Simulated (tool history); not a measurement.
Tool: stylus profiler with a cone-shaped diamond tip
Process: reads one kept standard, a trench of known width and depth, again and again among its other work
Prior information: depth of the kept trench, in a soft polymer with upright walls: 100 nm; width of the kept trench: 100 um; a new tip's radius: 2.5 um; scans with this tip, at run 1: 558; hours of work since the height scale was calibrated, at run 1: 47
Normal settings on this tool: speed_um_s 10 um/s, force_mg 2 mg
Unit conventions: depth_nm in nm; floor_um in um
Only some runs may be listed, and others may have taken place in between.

run     day  speed_um_s  force_mg  scans with this tip  hours of work since the height scale was calibrated  depth_nm  floor_um
  1       0          10         2                  558                                                   47    100.58     98.53
  2   1.717          10         2                  816                                                   69    100.57     98.56
  3   2.758          10         2                  973                                                   82     100.6     98.59
  4   4.346          10         2                 1212                                                  103    100.59     98.55
  5   5.688          10         2                 1414                                                  120     100.6     98.55
  6   6.612          10         2                 1552                                                  132    100.57     98.54
  7   7.817          10      1.08                 1734                                                  147    100.39     98.53
  8   9.704          10      1.08                 2018                                                  171     100.4     98.53
  9  10.758          10         2                 2176                                                  184     100.6      98.5
 10  12.492          10      2.59                 2437                                                  207     100.7     98.54
 11  13.933          10      1.83                 2654                                                  225    100.57     98.52
 12    15.8          10         2                 2935                                                  249    100.58     98.51
 13  17.283          10      1.66                 3158                                                  268    100.53      98.5
 14  18.442          18         2                 3332                                                  282    100.61      98.5
 15  19.767          10      1.95                 3531                                                  299     100.6     98.53
 16  20.767          10         2                 3682                                                  312    100.63      98.5
 17  22.096          10         2                 3881                                                  329    100.63     98.52
 18  23.267          10         2                 4057                                                  344    100.65     98.52
 19    24.2          19         2                 4198                                                  356    100.61     98.45
     24.342  -- height scale calibrated on a step standard
 20  26.096          19         2                 4480                                                   22    100.63     98.49
 21   27.85          19         2                 4743                                                   45    100.69     98.43
     29.492  -- height scale calibrated on a step standard, once more
 22    29.5          19         2                 4988                                                    0     100.5      98.5
 23  31.325          19         2                 5263                                                   23    100.54     98.43
 24  32.896           9         2                 5499                                                   43    100.55     98.48
 25  34.412           3      4.99                 5727                                                   63    101.01     98.53
 26  36.029          11         2                 5970                                                   83    100.55     98.53
 27  36.821          11         2                 6090                                                   93    100.54     98.53
 28  37.838          22      1.21                 6242                                                  106    100.38     98.46
 29  39.371          25      2.05                 6473                                                  126    100.52     98.43
 30  40.346           2      2.33                 6620                                                  138    100.63     98.51
 31  41.371          13      4.51                 6774                                                  151    100.98     98.44
 32  43.083          13      4.51                 7031                                                  173    100.95     98.49
 33  44.462          13      4.51                 7238                                                  191    100.96     98.42
 34  45.708          10      3.13                 7426                                                  207    100.76     98.44
 35   46.55           3      0.83                 7553                                                  217    100.34     98.46
 36  48.162           3      0.83                 7795                                                  238    100.32      98.5
 37  49.512           3      0.83                 7998                                                  255    100.29     98.46
 38  51.354           4      0.68                 8275                                                  279    100.28     98.47
 39      53           2      2.03                 8522                                                  300    100.58     98.48
 40  54.112           2      2.03                 8690                                                  314    100.57     98.46
 41  54.971           2      2.03                 8819                                                  325    100.58     98.49
 42  56.354           2      2.03                 9027                                                  342    100.59     98.49
 43  58.217          13      4.22                 9307                                                  366    100.97     98.41

Estimate the outcome of run 44 from the log above:
 44  59.825          38      0.77                 9549                                                  387         ?         ?

depth_nm: 100.33 nm
floor_um: 98.27 um
Take away the tool's hidden state, keep the run-to-run variation as it was, and the same run would have given depth_nm 100.31 nm, floor_um 98.38 um.

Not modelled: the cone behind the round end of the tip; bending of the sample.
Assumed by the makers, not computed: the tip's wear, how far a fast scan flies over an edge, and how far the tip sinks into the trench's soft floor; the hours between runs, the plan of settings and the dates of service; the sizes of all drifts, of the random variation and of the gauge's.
